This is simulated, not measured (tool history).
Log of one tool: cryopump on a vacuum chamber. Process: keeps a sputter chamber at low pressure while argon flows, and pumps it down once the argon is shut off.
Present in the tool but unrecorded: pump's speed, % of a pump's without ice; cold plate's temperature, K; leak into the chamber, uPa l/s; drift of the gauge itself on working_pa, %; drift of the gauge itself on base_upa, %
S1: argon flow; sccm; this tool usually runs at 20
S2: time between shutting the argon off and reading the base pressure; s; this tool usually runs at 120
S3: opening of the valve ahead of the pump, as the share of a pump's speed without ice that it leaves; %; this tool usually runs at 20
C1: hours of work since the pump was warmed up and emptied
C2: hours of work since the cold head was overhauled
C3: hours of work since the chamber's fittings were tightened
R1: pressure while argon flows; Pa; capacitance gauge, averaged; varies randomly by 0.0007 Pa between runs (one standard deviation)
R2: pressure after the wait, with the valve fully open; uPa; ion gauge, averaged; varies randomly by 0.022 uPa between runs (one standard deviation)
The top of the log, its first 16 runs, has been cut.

run    hour  S1   S2  S3   C1    C2    C3      R1    R2
 17  1577.2  20   37  20  311  2317   293  0.1285  2.04
 18  1642.9  20   31  20  349  2354   330  0.1296  2.33
 19  1715.9  20   31  20  390  2396   372  0.1328  2.47
 20  1781.6  15   25  19  428  2433   409  0.1051  2.86
 21  1850.6  15   25  19  467  2473   449  0.1060  2.92
     1882.3  -- pump warmed up, emptied and cooled again
 22  1940.8  15   25  19   33  2521   497  0.0967  2.85
 23  2054.8  15   25  19   98  2586   562  0.0975  2.86
 24  2177.6  13   50  18  168  2656   633  0.0909  1.77
 25  2247.2  13   50  18  208  2696   672  0.0921  1.92
 26  2300.5  20  120  31  239  2727   703  0.0840  1.36
 27  2378.7  20   83  21  283  2771   747  0.1221  1.55
 28  2467.6  20   83  21  334  2822   798  0.1244  1.67
 29  2594.4  15  120  22  406  2894   870  0.0910  1.64
 30  2705.4  29   53  22  470  2958   934  0.1818  2.32
     2730.0  -- pump warmed up, emptied and cooled again
 31  2818.3  27  157  39   50  3019   995  0.0867  1.31
 32  2924.6  17  120  50  111  3080  1056  0.0448  1.53
 33  3014.3  17  120  46  162  3131  1107  0.0488  1.59
 34  3135.0  17  120  46  231  3200  1176  0.0502  1.71

4 ways to go on from here, each from the tool as it stands after run 34. What would each give?
  A  3231.8  10  120  32  286  3255  1231   ?   ?
  B  3231.8  14  125  59  286  3255  1231   ?   ?
  C  3231.8  39  122  46  286  3255  1231   ?   ?
  D  3231.8  17  120  30  286  3255  1231   ?   ?

run      R1    R2
  A  0.0411  1.74
  B  0.0343  1.75
  C  0.1171  1.77
  D  0.0748  1.77
Had the tool no hidden state, the same runs would have come out as:
run      R1    R2
  A  0.0373  0.65
  B  0.0291  0.62
  C  0.1023  0.63
  D  0.0684  0.64

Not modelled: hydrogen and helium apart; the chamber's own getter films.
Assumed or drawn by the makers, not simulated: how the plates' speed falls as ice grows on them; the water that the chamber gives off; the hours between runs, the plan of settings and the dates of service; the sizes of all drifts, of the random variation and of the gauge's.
